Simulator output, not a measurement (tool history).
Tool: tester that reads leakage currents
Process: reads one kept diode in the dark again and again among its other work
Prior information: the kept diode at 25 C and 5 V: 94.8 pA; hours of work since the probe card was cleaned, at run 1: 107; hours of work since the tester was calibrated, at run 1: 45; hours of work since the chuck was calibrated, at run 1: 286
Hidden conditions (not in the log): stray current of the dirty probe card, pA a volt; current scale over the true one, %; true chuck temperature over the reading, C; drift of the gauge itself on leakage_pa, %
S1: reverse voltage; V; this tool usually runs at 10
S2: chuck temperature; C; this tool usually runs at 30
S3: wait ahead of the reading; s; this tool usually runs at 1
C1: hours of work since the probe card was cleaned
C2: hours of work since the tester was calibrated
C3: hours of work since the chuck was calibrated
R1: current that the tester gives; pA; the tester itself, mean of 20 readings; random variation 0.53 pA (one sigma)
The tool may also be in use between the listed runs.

run,hour,S1,S2,S3,C1,C2,C3,R1
1,0,10,30,1,107,45,286,175.4
2,35.9,10,30,1,134,72,313,174.99
3,79.5,10,30,1,167,105,346,176.71
4,130.2,10,30,1,205,143,384,176.28
5,171.5,2.1,30,1,236,174,415,106.22
6,202.7,2.1,30,1,260,198,439,106.42
7,243.2,2.1,30,1,290,228,469,105.94
8,290.1,2.1,30,1,325,263,505,106.6
9,346.3,2.1,30,1,368,306,547,106.48
10,406,2.1,30,1,413,351,592,106.26
11,435.6,2.1,30,1,435,373,614,106.19
12,486.7,2.1,30,1,473,411,653,106.02
13,538.2,2.1,30,1,512,450,691,106.09
14,571.4,10,30,1,537,475,716,176.67
# hour 597.1: chuck's temperature calibrated
15,605.2,10,30,1,561,499,6,177.1
16,660.8,10,30,1,603,541,48,176.25
17,711.3,10,30,1,641,579,86,176.89
18,759.2,4.1,30,1,677,615,122,131.83
19,809.7,4.1,30,1,715,653,160,131.64
20,836.1,10,30,0.4,735,673,180,179.5
21,870.3,10,30,0.4,761,698,206,179.58
22,898,3.2,36,1.28,781,719,226,189.3
23,924.7,1.7,38,3.97,802,739,247,177.94
24,954,12.1,41,2.71,824,761,269,408.02
25,995.5,11.6,22,2.35,855,793,300,99.57
26,1040,2.9,32,3.88,888,826,333,135.79
27,1072.5,1.9,32,8.17,913,851,358,118.65
28,1116.8,1.9,32,8.17,946,884,391,118.63
29,1160.5,1.9,32,8.17,979,917,424,119.12
30,1188.2,2.4,30,4.88,1000,938,445,110.36
31,1240.9,2.4,30,4.88,1040,977,485,110.17
32,1294.8,10,31,1,1080,1018,525,189.44
33,1321.7,10,55,2.38,1100,1038,545,988.75
34,1380.6,3.7,53,1.73,1145,1083,590,628.34
35,1429.6,2.3,33,3.71,1182,1119,627,136.06
36,1459.6,2.6,30,1.28,1204,1142,649,112.79
37,1516.5,3,40,6.48,1247,1185,692,245.42
38,1549.1,1.9,41,2.43,1271,1209,717,227.07
# hour 1578.5: chuck's temperature calibrated
39,1602.7,2.2,30,0.84,1310,1248,18,107.97

How the hidden state differs across the entries between the runs, from the last listed run before each to the first after it:
Run 14 -> run 15: chuck's temperature calibrated (hour 597.1)
  true chuck temperature over the reading, C: 0.01 -> 0
Run 38 -> run 39: chuck's temperature calibrated (hour 1578.5)
  stray current of the dirty probe card, pA a volt: 0.025 -> 0.026; true chuck temperature over the reading, C: 0.01 -> 0
